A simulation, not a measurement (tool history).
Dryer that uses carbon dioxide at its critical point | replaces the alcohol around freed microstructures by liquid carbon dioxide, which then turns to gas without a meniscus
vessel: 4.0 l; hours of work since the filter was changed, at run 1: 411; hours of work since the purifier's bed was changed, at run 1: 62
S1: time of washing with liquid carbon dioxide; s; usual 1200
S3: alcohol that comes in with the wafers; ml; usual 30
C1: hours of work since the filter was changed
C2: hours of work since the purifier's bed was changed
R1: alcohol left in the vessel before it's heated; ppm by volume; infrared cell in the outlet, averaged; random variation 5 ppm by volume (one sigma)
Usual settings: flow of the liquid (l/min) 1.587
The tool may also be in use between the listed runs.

run 1 day=0.000 | S1=1200 flow_of_the_liquid_(l/min)=1.587 S3=30 | C1=411 C2=62 | R1=38
run 2 day=0.242 | S1=1200 flow_of_the_liquid_(l/min)=1.587 S3=102 | C1=414 C2=64 | R1=84
run 3 day=0.400 | S1=1200 flow_of_the_liquid_(l/min)=1.587 S3=102 | C1=415 C2=66 | R1=84
run 4 day=0.688 | S1=1200 flow_of_the_liquid_(l/min)=1.587 S3=30 | C1=418 C2=69 | R1=47
run 5 day=0.896 | S1=1200 flow_of_the_liquid_(l/min)=1.587 S3=30 | C1=420 C2=71 | R1=41
run 6 day=1.208 | S1=1200 flow_of_the_liquid_(l/min)=1.587 S3=30 | C1=423 C2=74 | R1=46
run 7 day=1.462 | S1=1200 flow_of_the_liquid_(l/min)=1.030 S3=30 | C1=426 C2=76 | R1=165
run 8 day=1.696 | S1=1200 flow_of_the_liquid_(l/min)=1.587 S3=30 | C1=428 C2=78 | R1=38
run 9 day=1.925 | S1=1620 flow_of_the_liquid_(l/min)=1.587 S3=30 | C1=430 C2=81 | R1=38
run 10 day=2.088 | S1=1620 flow_of_the_liquid_(l/min)=1.587 S3=30 | C1=432 C2=82 | R1=25
run 11 day=2.396 | S1=1620 flow_of_the_liquid_(l/min)=1.587 S3=84 | C1=435 C2=85 | R1=45
run 12 day=2.767 | S1=1620 flow_of_the_liquid_(l/min)=1.587 S3=84 | C1=438 C2=89 | R1=40
run 13 day=2.983 | S1=1500 flow_of_the_liquid_(l/min)=1.587 S3=30 | C1=440 C2=91 | R1=45
run 14 day=3.233 | S1=1500 flow_of_the_liquid_(l/min)=1.587 S3=30 | C1=443 C2=93 | R1=41
run 15 day=3.438 | S1=1200 flow_of_the_liquid_(l/min)=1.587 S3=22 | C1=445 C2=95 | R1=51
run 16 day=3.625 | S1=720 flow_of_the_liquid_(l/min)=1.587 S3=30 | C1=446 C2=97 | R1=246
run 17 day=3.833 | S1=1200 flow_of_the_liquid_(l/min)=1.587 S3=115 | C1=448 C2=99 | R1=115
run 18 day=3.992 | S1=1200 flow_of_the_liquid_(l/min)=1.587 S3=115 | C1=450 C2=101 | R1=109
run 19 day=4.267 | S1=1200 flow_of_the_liquid_(l/min)=1.587 S3=30 | C1=453 C2=103 | R1=66
run 20 day=4.454 | S1=1200 flow_of_the_liquid_(l/min)=1.587 S3=30 | C1=454 C2=105 | R1=61
-- day=4.738 inlet filter changed
run 21 day=4.738 | S1=1200 flow_of_the_liquid_(l/min)=1.587 S3=30 | C1=0 C2=107 | R1=46
run 22 day=5.125 | S1=1200 flow_of_the_liquid_(l/min)=1.587 S3=30 | C1=4 C2=111 | R1=55
run 23 day=5.325 | S1=1200 flow_of_the_liquid_(l/min)=1.587 S3=30 | C1=6 C2=113 | R1=53
run 24 day=5.638 | S1=1200 flow_of_the_liquid_(l/min)=1.587 S3=30 | C1=9 C2=116 | R1=50
run 25 day=5.892 | S1=1200 flow_of_the_liquid_(l/min)=1.640 S3=81 | C1=11 C2=119 | R1=65
run 26 day=6.212 | S1=1200 flow_of_the_liquid_(l/min)=1.480 S3=30 | C1=14 C2=122 | R1=60
run 27 day=6.600 | S1=1200 flow_of_the_liquid_(l/min)=1.480 S3=30 | C1=18 C2=126 | R1=62
run 28 day=6.758 | S1=1200 flow_of_the_liquid_(l/min)=1.020 S3=91 | C1=20 C2=127 | R1=356
run 29 day=6.979 | S1=1140 flow_of_the_liquid_(l/min)=1.020 S3=24 | C1=22 C2=129 | R1=145
run 30 day=7.321 | S1=1200 flow_of_the_liquid_(l/min)=1.180 S3=45 | C1=25 C2=132 | R1=129
run 31 day=7.621 | S1=1020 flow_of_the_liquid_(l/min)=2.640 S3=112 | C1=28 C2=135 | R1=54
run 32 day=7.792 | S1=900 flow_of_the_liquid_(l/min)=1.250 S3=30 | C1=30 C2=137 | R1=194
run 33 day=8.008 | S1=1080 flow_of_the_liquid_(l/min)=1.660 S3=45 | C1=32 C2=139 | R1=63
run 34 day=8.238 | S1=1740 flow_of_the_liquid_(l/min)=1.210 S3=30 | C1=34 C2=141 | R1=58
run 35 day=8.562 | S1=1320 flow_of_the_liquid_(l/min)=1.587 S3=25 | C1=37 C2=145 | R1=72
run 36 day=8.729 | S1=1200 flow_of_the_liquid_(l/min)=1.587 S3=98 | C1=39 C2=146 | R1=85
run 37 day=8.979 | S1=1200 flow_of_the_liquid_(l/min)=1.587 S3=98 | C1=41 C2=149 | R1=87
run 38 day=9.367 | S1=840 flow_of_the_liquid_(l/min)=1.210 S3=32 | C1=45 C2=152 | R1=281
run 39 day=9.571 | S1=840 flow_of_the_liquid_(l/min)=1.210 S3=32 | C1=47 C2=154 | R1=294
run 40 day=9.925 | S1=780 flow_of_the_liquid_(l/min)=2.400 S3=62 | C1=50 C2=158 | R1=78
run 41 day=10.167 | S1=1320 flow_of_the_liquid_(l/min)=1.640 S3=27 | C1=53 C2=160 | R1=73
run 42 day=10.546 | S1=1320 flow_of_the_liquid_(l/min)=1.640 S3=27 | C1=56 C2=164 | R1=64
run 43 day=10.738 | S1=1320 flow_of_the_liquid_(l/min)=1.640 S3=27 | C1=58 C2=166 | R1=61
run 44 day=11.021 | S1=1320 flow_of_the_liquid_(l/min)=2.650 S3=58 | C1=61 C2=168 | R1=59
run 45 day=11.312 | S1=840 flow_of_the_liquid_(l/min)=2.650 S3=38 | C1=64 C2=171 | R1=65
run 46 day=11.562 | S1=840 flow_of_the_liquid_(l/min)=2.650 S3=33 | C1=66 C2=174 | R1=58

The same runs without the tool's hidden state, with the same run-to-run variation:
The hidden state here: flow that reaches the vessel past the clogged filter, %; alcohol in the recycled carbon dioxide, ppm; drift of the gauge itself on alcohol_ppm, %.
run=1 R1=11
run=2 R1=37
run=3 R1=38
run=4 R1=18
run=5 R1=11
run=6 R1=15
run=7 R1=96
run=8 R1=6
run=9 R1=10
run=10 R1=0
run=11 R1=13
run=12 R1=9
run=13 R1=14
run=14 R1=10
run=15 R1=15
run=16 R1=151
run=17 R1=50
run=18 R1=45
run=19 R1=25
run=20 R1=18
run=21 R1=13
run=22 R1=20
run=23 R1=16
run=24 R1=13
run=25 R1=27
run=26 R1=20
run=27 R1=22
run=28 R1=309
run=29 R1=102
run=30 R1=84
run=31 R1=11
run=32 R1=146
run=33 R1=19
run=34 R1=14
run=35 R1=25
run=36 R1=37
run=37 R1=37
run=38 R1=225
run=39 R1=235
run=40 R1=26
run=41 R1=22
run=42 R1=11
run=43 R1=7
run=44 R1=6
run=45 R1=9
run=46 R1=3
